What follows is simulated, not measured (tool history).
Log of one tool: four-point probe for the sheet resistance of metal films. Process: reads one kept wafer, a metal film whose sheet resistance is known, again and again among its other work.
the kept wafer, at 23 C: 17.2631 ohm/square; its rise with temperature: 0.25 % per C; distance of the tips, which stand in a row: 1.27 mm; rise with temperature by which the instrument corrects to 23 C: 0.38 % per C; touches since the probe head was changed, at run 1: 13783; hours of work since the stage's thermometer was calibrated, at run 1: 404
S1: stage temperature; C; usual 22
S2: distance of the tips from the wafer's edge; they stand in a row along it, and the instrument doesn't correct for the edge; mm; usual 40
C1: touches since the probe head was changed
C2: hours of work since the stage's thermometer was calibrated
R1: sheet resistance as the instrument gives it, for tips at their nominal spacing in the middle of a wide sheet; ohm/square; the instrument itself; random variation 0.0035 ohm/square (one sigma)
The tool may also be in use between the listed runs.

run,hour,S1,S2,C1,C2,R1
1,0,22,40,13783,404,17.256412
2,7.9,22,40,14032,409,17.253975
3,17.7,22,9,14341,415,17.426796
4,25.2,22,20,14579,419,17.280359
5,33.5,22,20,14843,424,17.282819
6,42.8,22,20,15135,430,17.281727
7,57.8,22,20,15610,439,17.278465
8,66.8,22,20,15893,444,17.278813
9,74.1,22,20,16124,449,17.285019
10,81.8,22,20,16369,453,17.282424
11,91.6,28,40,16677,459,17.127793
12,105.4,22,39,17113,467,17.254096
13,118,20,40,17511,475,17.299411
14,125.9,20,40,17761,480,17.29728
15,133.6,20,40,18004,484,17.299132
16,148.1,22,40,18461,493,17.25125
17,160.8,22,63,18863,501,17.244112
18,170.9,22,40,19183,507,17.257718
19,181.1,22,40,19505,513,17.249758
20,191.4,22,9,19832,519,17.426483
21,201.5,22,9,20151,525,17.427195
22,208.8,22,9,20382,530,17.420926
23,222.3,22,14,20807,538,17.319681
24,229,22,11,21020,542,17.365767
25,243.8,33,5,21485,551,17.581758
26,250.7,33,5,21706,555,17.579017
27,259.4,28,27,21979,560,17.132842
28,272.8,28,4,22401,568,17.988291
29,280.7,28,4,22651,573,17.98924
30,288.8,28,4,22908,578,17.987904
31,301.6,28,4,23314,585,17.982378
32,313.2,28,4,23679,592,17.990874
33,323.1,28,4,23994,598,17.991252
34,330.7,34,5,24234,603,17.563172
35,338.8,18,64,24490,608,17.322039
36,352.4,25,38,24919,616,17.182151
37,365.9,25,38,25345,624,17.179142
38,375.3,22,6,25640,630,17.647223
39,382.6,19,15,25871,634,17.37276
40,391.9,18,11,26166,640,17.449272
41,406.8,18,27,26636,648,17.342726
42,418.9,29,8,27019,656,17.320757
43,431.9,29,8,27430,664,17.307629
44,443.8,26,14,27806,671,17.227076

The same runs without the tool's hidden state, with the same run-to-run variation:
The hidden state here: inner tips' distance over the nominal, %; tips' flats over new ones', %; wafer's true temperature over the reading, C; drift of the gauge itself on sheet_ohm, %.
run,R1
1,17.294735
2,17.292522
3,17.465952
4,17.319397
5,17.322069
6,17.321208
7,17.318343
8,17.318947
9,17.325381
10,17.322987
11,17.168155
12,17.295216
13,17.341004
14,17.33907
15,17.341136
16,17.293506
17,17.286693
18,17.300617
19,17.292876
20,17.470298
21,17.471289
22,17.465195
23,17.364074
24,17.410441
25,17.62711
26,17.624542
27,17.177623
28,18.035481
29,18.03665
30,18.03553
31,18.03034
32,18.0392
33,18.039852
34,17.610755
35,17.369595
36,17.229533
37,17.226866
38,17.696483
39,17.421565
40,17.498558
41,17.392115
42,17.370137
43,17.357313
44,17.276943
